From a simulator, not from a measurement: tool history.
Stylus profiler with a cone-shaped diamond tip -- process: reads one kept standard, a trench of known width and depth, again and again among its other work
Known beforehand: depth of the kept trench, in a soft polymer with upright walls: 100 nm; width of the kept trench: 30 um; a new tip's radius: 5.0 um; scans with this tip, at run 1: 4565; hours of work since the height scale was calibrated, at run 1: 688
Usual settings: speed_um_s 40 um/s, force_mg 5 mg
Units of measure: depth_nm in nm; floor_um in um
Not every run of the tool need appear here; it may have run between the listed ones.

run   hour  speed_um_s  force_mg  scans with this tip  hours of work since the height scale was calibrated  depth_nm  floor_um
  1      0          40         5                 4565                                                  688    101.37     27.58
  2   74.9          24         5                 4879                                                  735    101.39     27.54
  3  164.3          40         5                 5252                                                  791    101.35     27.59
  4  221.4          15         5                 5491                                                  827    101.36     27.53
  5  262.5          40         5                 5663                                                  853    101.35      27.5
  6  304.9          40         5                 5841                                                  880    101.36     27.51
  7  354.3          82         5                 6047                                                  911    101.35     27.42
  8  395.8          82         5                 6221                                                  937    101.34     27.43
  9  463.5          82         5                 6504                                                  980     101.3      27.4
 10  515.9          67      6.74                 6723                                                 1013    101.69     27.38
 11  560.6          40      5.24                 6910                                                 1041    101.33     27.46
 12  610.9          49     13.31                 7120                                                 1073    102.75     27.42
 13  648.9          49     13.31                 7279                                                 1097    102.76     27.44
 14  731.6          40      2.11                 7625                                                 1149    100.52     27.36
 15    782          14      2.11                 7836                                                 1180    100.55     27.49
 16  846.8          14      2.11                 8107                                                 1221     100.5     27.38
 17  892.7          14      2.11                 8299                                                 1250    100.51     27.34
 18  981.2          14      2.11                 8669                                                 1306    100.52     27.33

Consider 4 possible next runs. They are alternatives, not a sequence: every one starts from the tool as it was left by run 18. What does each give?
  A  1059.1          14      1.76                 8995                                                 1355         ?         ?
  B  1059.1          25       7.6                 8995                                                 1355         ?         ?
  C  1059.1          54      9.48                 8995                                                 1355         ?         ?
  D  1059.1          91     14.49                 8995                                                 1355         ?         ?

run  depth_nm  floor_um
  A    100.39     27.33
  B    101.75     27.36
  C    102.09     27.24
  D    102.86     27.27
Stripped of hidden state, with their random variation kept, the same runs would have yielded:
run  depth_nm  floor_um
  A    100.79     28.01
  B    102.16     28.04
  C     102.5     27.92
  D    103.28     27.95

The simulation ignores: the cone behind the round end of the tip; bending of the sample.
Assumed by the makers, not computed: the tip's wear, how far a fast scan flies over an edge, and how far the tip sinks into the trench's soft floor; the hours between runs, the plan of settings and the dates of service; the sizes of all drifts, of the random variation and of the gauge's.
